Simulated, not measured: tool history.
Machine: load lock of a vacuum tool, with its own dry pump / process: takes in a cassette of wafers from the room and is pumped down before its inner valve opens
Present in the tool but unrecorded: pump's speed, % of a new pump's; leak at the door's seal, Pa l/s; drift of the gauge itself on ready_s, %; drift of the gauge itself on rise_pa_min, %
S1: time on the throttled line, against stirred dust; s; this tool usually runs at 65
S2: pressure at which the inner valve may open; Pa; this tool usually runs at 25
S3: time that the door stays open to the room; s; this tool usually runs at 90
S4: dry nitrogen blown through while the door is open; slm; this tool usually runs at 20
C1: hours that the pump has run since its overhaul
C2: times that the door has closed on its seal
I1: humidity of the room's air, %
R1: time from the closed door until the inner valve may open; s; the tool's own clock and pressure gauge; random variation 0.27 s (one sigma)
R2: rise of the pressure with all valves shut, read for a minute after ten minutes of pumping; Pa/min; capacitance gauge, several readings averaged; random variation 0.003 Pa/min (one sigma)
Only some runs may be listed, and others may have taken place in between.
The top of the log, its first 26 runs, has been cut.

run 27 hour=8404.9 | S1=85 S2=25 S3=90 S4=8 | C1=4354 C2=14016 | I1=42.1 | R1=110.7 R2=0.263
run 28 hour=8851.3 | S1=85 S2=25 S3=90 S4=8 | C1=4801 C2=15384 | I1=43.7 | R1=110.4 R2=0.307
run 29 hour=9299.6 | S1=52 S2=25 S3=41 S4=20 | C1=5249 C2=16757 | I1=44.2 | R1=81.2 R2=0.344
run 30 hour=9719.2 | S1=52 S2=25 S3=41 S4=20 | C1=5669 C2=18043 | I1=49.2 | R1=81 R2=0.392
run 31 hour=9938 | S1=53 S2=18 S3=38 S4=20 | C1=5888 C2=18714 | I1=47.4 | R1=83.2 R2=0.417
run 32 hour=10334.1 | S1=80 S2=25 S3=90 S4=20 | C1=6284 C2=19927 | I1=43.6 | R1=105.9 R2=0.454
run 33 hour=10646.2 | S1=52 S2=38 S3=90 S4=8 | C1=6596 C2=20884 | I1=48.1 | R1=79.6 R2=0.492
run 34 hour=10916.1 | S1=52 S2=38 S3=90 S4=8 | C1=6866 C2=21711 | I1=45.3 | R1=79.3 R2=0.53

Consider 3 possible next runs. They are alternatives, not a sequence: every one starts from the tool as it was left by run 34. What does each give?
run A hour=11135.3 | S1=65 S2=25 S3=87 S4=20 | C1=7085 C2=22382 | I1=43 | R1=? R2=?
run B hour=11135.3 | S1=80 S2=22 S3=90 S4=8 | C1=7085 C2=22382 | I1=45.4 | R1=? R2=?
run C hour=11135.3 | S1=65 S2=25 S3=57 S4=20 | C1=7085 C2=22382 | I1=42.1 | R1=? R2=?

run=A R1=92.9 R2=0.547
run=B R1=106.4 R2=0.556
run=C R1=92.9 R2=0.542
Stripped of hidden state, with their random variation kept, the same runs would have yielded:
run=A R1=91.9 R2=0.018
run=B R1=105.4 R2=0.036
run=C R1=91.9 R2=0.02

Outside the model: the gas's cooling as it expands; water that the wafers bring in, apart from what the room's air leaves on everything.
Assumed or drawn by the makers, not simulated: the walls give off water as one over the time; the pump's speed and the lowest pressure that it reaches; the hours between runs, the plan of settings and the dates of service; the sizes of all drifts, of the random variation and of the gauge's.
